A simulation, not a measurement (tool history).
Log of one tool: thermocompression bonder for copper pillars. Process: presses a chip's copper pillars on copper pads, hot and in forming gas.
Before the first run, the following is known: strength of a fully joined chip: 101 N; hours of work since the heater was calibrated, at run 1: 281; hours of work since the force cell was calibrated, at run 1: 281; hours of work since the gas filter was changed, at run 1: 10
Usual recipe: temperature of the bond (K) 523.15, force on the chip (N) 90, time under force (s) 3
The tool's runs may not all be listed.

run	hour	temperature of the bond (K)	force on the chip (N)	time under force (s)	hours of work since the heater was calibrated	hours of work since the force cell was calibrated	hours of work since the gas filter was changed	force that shears a chip off (N)
1	0	523.15	90	3	281	281	10	59.8
2	34.5	523.15	90	3	299	299	29	57.8
3	74.7	523.15	90	3	321	321	50	55.5
4	131.6	523.15	90	3	351	351	81	56.5
5	174	523.15	107	3	374	374	104	62.5
6	217.8	523.15	107	3	398	398	127	61.7
7	256.5	540.15	90	3	418	418	148	66.3
8	325.1	540.15	90	3	455	455	185	65.3
# hour 368.2: forming gas filter changed
9	374	540.15	90	3	481	481	3	69.2
10	409.3	540.15	90	2	500	500	22	61.1
11	468.2	540.15	90	2	532	532	54	60.8
12	523.5	524.15	90	3	562	562	84	54.4
13	587.3	524.15	90	3	596	596	118	53.3
14	644.5	524.15	90	3	627	627	149	53.8
15	705.5	523.15	90	5	660	660	181	59.6
# hour 755.7: forming gas filter changed
16	770.2	523.15	90	3	694	694	8	54.2
17	801.2	523.15	90	5	711	711	24	64.6
18	851.8	523.15	114	3	738	738	52	62.9
# hour 909.5: heater calibrated with a thermocouple chip
19	913.7	523.15	114	3	2	770	84	70.3
20	965.3	523.15	114	3	30	798	112	69
21	1001.6	523.15	114	3	50	817	131	69.4
22	1047.2	528.15	92	2	74	842	156	56.3
23	1088.2	514.15	76	2	96	864	178	39.5
# hour 1145.5: forming gas filter changed
24	1145.5	514.15	68	2	127	895	0	38.6
25	1175.5	514.15	68	2	143	911	16	37.8
26	1239.8	514.15	68	2	177	945	51	37.7
27	1279.2	497.15	86	4	199	966	72	43.9
28	1316.2	529.15	116	8	218	986	92	86.6
29	1355.3	529.15	116	8	239	1007	113	85.5
30	1403.3	529.15	116	8	265	1033	139	85.6
31	1460.3	529.15	116	8	296	1064	169	84.7
32	1528.3	504.15	86	3	332	1100	206	41.1
# hour 1532.3: forming gas filter changed
33	1573.1	521.15	90	5	356	1124	22	67
34	1623.9	500.15	125	7	384	1152	49	69.1
35	1689	500.15	125	4	419	1187	84	58.3
36	1729.6	525.15	117	2	440	1208	106	61.7
37	1761.7	523.15	72	2	458	1226	123	41.2
38	1811.1	523.15	72	2	484	1252	150	40.3
39	1875	533.15	57	8	519	1287	184	61.6
# hour 1920.3: forming gas filter changed
40	1931.5	553.15	133	3	549	1317	6	89.6

Hidden condition of the tool, last listed run before each entry between runs versus first listed run after:
Logged between run 8 and run 9: forming gas filter changed (hour 368.2)
  true temperature of the bond over the reading, C: -7 -> -7.3; force that reaches the chip, % of what is set: 102.4 -> 102.5; oxide that the forming gas leaves, % of the face: 6.31 -> 0.73
  the result without the hidden state subtracted from the measured one, force that shears a chip off (N): -7.7 -> -4.2
Logged between run 15 and run 16: forming gas filter changed (hour 755.7)
  true temperature of the bond over the reading, C: -10 -> -10.6; force that reaches the chip, % of what is set: 103 -> 103.1; oxide that the forming gas leaves, % of the face: 6.49 -> 0.84
  the result without the hidden state subtracted from the measured one, force that shears a chip off (N): -9.9 -> -6.5
Logged between run 18 and run 19: heater calibrated with a thermocouple chip (hour 909.5)
  true temperature of the bond over the reading, C: -11.2 -> 0.8; force that reaches the chip, % of what is set: 103.2 -> 103.3; oxide that the forming gas leaves, % of the face: 2.18 -> 3.11
  the result without the hidden state subtracted from the measured one, force that shears a chip off (N): -8 -> -0.1
Logged between run 23 and run 24: forming gas filter changed (hour 1145.5)
  true temperature of the bond over the reading, C: -0.6 -> -1; force that reaches the chip, % of what is set: 103.5 -> 103.6; oxide that the forming gas leaves, % of the face: 6.11 -> 0.52
  the result without the hidden state subtracted from the measured one, force that shears a chip off (N): -1.5 -> +0.5
Logged between run 32 and run 33: forming gas filter changed (hour 1532.3)
  true temperature of the bond over the reading, C: -4.1 -> -4.4; force that reaches the chip, % of what is set: 104.2 -> 104.3; oxide that the forming gas leaves, % of the face: 6.85 -> 1.18
  the result without the hidden state subtracted from the measured one, force that shears a chip off (N): -4.2 -> -2
Logged between run 39 and run 40: forming gas filter changed (hour 1920.3)
  true temperature of the bond over the reading, C: -6.7 -> -7.1; force that reaches the chip, % of what is set: 104.7 -> 104.8; oxide that the forming gas leaves, % of the face: 6.27 -> 0.86
  the result without the hidden state subtracted from the measured one, force that shears a chip off (N): -6.5 -> -2.1
